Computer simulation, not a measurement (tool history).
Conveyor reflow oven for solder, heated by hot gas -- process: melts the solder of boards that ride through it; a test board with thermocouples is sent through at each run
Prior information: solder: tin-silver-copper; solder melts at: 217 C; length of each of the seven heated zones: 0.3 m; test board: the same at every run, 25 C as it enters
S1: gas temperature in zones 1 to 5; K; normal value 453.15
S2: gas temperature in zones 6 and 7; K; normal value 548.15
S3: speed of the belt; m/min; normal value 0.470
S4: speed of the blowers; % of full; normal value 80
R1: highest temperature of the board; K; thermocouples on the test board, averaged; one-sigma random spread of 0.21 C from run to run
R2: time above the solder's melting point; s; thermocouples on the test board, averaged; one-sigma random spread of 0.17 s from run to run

run 1 hour=0.0 | S1=453.15 S2=548.15 S3=0.470 S4=80 | R1=534.65 R2=66.2
run 2 hour=8.7 | S1=453.15 S2=548.15 S3=0.470 S4=80 | R1=534.35 R2=66.3
run 3 hour=23.2 | S1=453.15 S2=548.15 S3=0.470 S4=80 | R1=534.55 R2=66.3
run 4 hour=31.7 | S1=453.15 S2=548.15 S3=0.470 S4=54 | R1=525.55 R2=58.7
run 5 hour=42.5 | S1=453.15 S2=548.15 S3=0.470 S4=54 | R1=525.75 R2=58.6
run 6 hour=53.2 | S1=453.15 S2=548.15 S3=0.470 S4=80 | R1=534.35 R2=66.4
run 7 hour=64.6 | S1=453.15 S2=548.15 S3=0.470 S4=80 | R1=534.75 R2=66.2
run 8 hour=78.6 | S1=453.15 S2=548.15 S3=0.470 S4=80 | R1=534.15 R2=66.4
run 9 hour=90.7 | S1=453.15 S2=548.15 S3=0.470 S4=71 | R1=531.45 R2=64.5
-- hour=96.5 flux residue cleaned out of gas plates and filters
run 10 hour=108.7 | S1=453.15 S2=548.15 S3=0.470 S4=66 | R1=529.75 R2=63.0
run 11 hour=122.2 | S1=453.15 S2=548.15 S3=0.470 S4=66 | R1=529.85 R2=63.0
-- hour=140.2 flux residue cleaned out of gas plates and filters, once more
run 12 hour=143.3 | S1=453.15 S2=548.15 S3=0.506 S4=63 | R1=527.25 R2=56.1
run 13 hour=155.1 | S1=453.15 S2=548.15 S3=0.506 S4=63 | R1=527.15 R2=56.1

What does the tool deliver on the next run?
run 14 hour=165.1 | S1=453.15 S2=542.15 S3=0.469 S4=80 | R1=? R2=?

{"run 14": {"R1": 529.85, "R2": 64.3}}
Had the tool carried no hidden state, the very same run would have given R1 528.45 K, R2 62.1 s.
